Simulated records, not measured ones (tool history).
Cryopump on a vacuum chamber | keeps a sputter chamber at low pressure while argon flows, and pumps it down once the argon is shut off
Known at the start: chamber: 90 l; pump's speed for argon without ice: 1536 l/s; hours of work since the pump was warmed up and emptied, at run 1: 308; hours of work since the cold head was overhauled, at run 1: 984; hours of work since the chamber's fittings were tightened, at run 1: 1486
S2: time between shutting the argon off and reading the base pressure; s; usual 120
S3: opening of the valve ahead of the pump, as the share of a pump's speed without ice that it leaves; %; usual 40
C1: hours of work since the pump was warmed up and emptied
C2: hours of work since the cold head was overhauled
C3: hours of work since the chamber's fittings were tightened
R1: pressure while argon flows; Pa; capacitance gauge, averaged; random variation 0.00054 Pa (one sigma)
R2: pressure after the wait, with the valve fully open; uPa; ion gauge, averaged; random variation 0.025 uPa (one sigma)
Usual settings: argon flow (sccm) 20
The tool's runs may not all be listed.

run 1 hour=0 | argon_flow_(sccm)=20 S2=120 S3=40 | C1=308 C2=984 C3=1486 | R1=0.058 R2=1.49
run 2 hour=30.7 | argon_flow_(sccm)=20 S2=120 S3=40 | C1=330 C2=1006 C3=1508 | R1=0.0571 R2=1.5
run 3 hour=64.9 | argon_flow_(sccm)=20 S2=120 S3=40 | C1=354 C2=1030 C3=1532 | R1=0.0573 R2=1.59
run 4 hour=92.2 | argon_flow_(sccm)=20 S2=120 S3=40 | C1=373 C2=1049 C3=1551 | R1=0.0587 R2=1.56
run 5 hour=120.7 | argon_flow_(sccm)=20 S2=120 S3=40 | C1=394 C2=1070 C3=1572 | R1=0.0575 R2=1.55
run 6 hour=145.7 | argon_flow_(sccm)=12 S2=126 S3=18 | C1=411 C2=1087 C3=1589 | R1=0.0751 R2=1.54
run 7 hour=192.8 | argon_flow_(sccm)=12 S2=126 S3=18 | C1=445 C2=1121 C3=1623 | R1=0.0748 R2=1.59
run 8 hour=224.3 | argon_flow_(sccm)=18 S2=97 S3=18 | C1=467 C2=1143 C3=1645 | R1=0.1134 R2=1.8
run 9 hour=251.9 | argon_flow_(sccm)=18 S2=97 S3=44 | C1=486 C2=1162 C3=1664 | R1=0.0484 R2=1.86
run 10 hour=273.7 | argon_flow_(sccm)=10 S2=133 S3=40 | C1=502 C2=1178 C3=1680 | R1=0.0289 R2=1.59

The same runs without the tool's hidden state, with the same run-to-run variation:
The hidden state here: pump's speed, % of a pump's without ice; cold plate's temperature, K; leak into the chamber, uPa l/s; drift of the gauge itself on working_pa, %; drift of the gauge itself on base_upa, %.
run=1 R1=0.0558 R2=0.97
run=2 R1=0.0548 R2=0.96
run=3 R1=0.0548 R2=1.02
run=4 R1=0.0559 R2=0.98
run=5 R1=0.0546 R2=0.97
run=6 R1=0.0733 R2=0.95
run=7 R1=0.0728 R2=0.96
run=8 R1=0.1103 R2=1.17
run=9 R1=0.0451 R2=1.21
run=10 R1=0.027 R2=0.92
